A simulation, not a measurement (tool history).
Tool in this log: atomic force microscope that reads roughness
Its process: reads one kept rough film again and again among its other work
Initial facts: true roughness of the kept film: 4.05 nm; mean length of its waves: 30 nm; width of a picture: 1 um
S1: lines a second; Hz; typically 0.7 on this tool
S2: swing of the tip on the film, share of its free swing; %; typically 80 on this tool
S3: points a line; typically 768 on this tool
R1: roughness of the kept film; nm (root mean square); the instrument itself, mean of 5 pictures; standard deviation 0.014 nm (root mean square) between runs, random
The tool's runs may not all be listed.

| run | day | S1 | S2 | S3 | R1 |
|---|---|---|---|---|---|
| 1 | 0 | 0.7 | 80 | 768 | 3.206 |
| 2 | 2.158 | 0.7 | 80 | 768 | 2.784 |
|  | 3.579 | new tip fitted |
| 3 | 3.742 | 0.7 | 80 | 768 | 3.431 |
| 4 | 5.762 | 0.7 | 59 | 768 | 3.119 |
| 5 | 7.533 | 0.7 | 59 | 768 | 2.819 |
|  | 8.462 | new tip fitted |
| 6 | 9.467 | 0.7 | 59 | 768 | 3.319 |
| 7 | 11.058 | 0.7 | 59 | 768 | 3.011 |
| 8 | 12.912 | 0.7 | 59 | 768 | 2.704 |
|  | 13.417 | new tip fitted |
| 9 | 14.9 | 3.974 | 56 | 768 | 3.121 |
| 10 | 16.121 | 0.7 | 80 | 367 | 2.884 |
| 11 | 17.679 | 0.7 | 88 | 507 | 2.603 |
|  | 18.429 | new tip fitted |
| 12 | 19.408 | 0.7 | 64 | 753 | 3.31 |
| 13 | 21.45 | 0.7 | 64 | 753 | 2.927 |
| 14 | 22.608 | 0.7 | 76 | 283 | 2.648 |
|  | 23.442 | new tip fitted |
| 15 | 23.7 | 1.925 | 74 | 768 | 3.306 |
| 16 | 25.379 | 0.553 | 80 | 768 | 3.072 |

What if the next run were any one of these 5? Each begins from the tool's condition after run 16:
| A | 26.992 | 1.513 | 77 | 267 | ? |
| B | 26.992 | 3.396 | 69 | 768 | ? |
| C | 26.992 | 0.7 | 64 | 768 | ? |
| D | 26.992 | 1.821 | 56 | 1005 | ? |
| E | 26.992 | 0.758 | 84 | 767 | ? |

| run | R1 |
|---|---|
| A | 2.615 |
| B | 2.582 |
| C | 2.816 |
| D | 2.789 |
| E | 2.723 |
The same runs, with their run-to-run variation unchanged, on a tool lacking any hidden condition would have given:
| run | R1 |
|---|---|
| A | 3.29 |
| B | 3.249 |
| C | 3.543 |
| D | 3.509 |
| E | 3.425 |
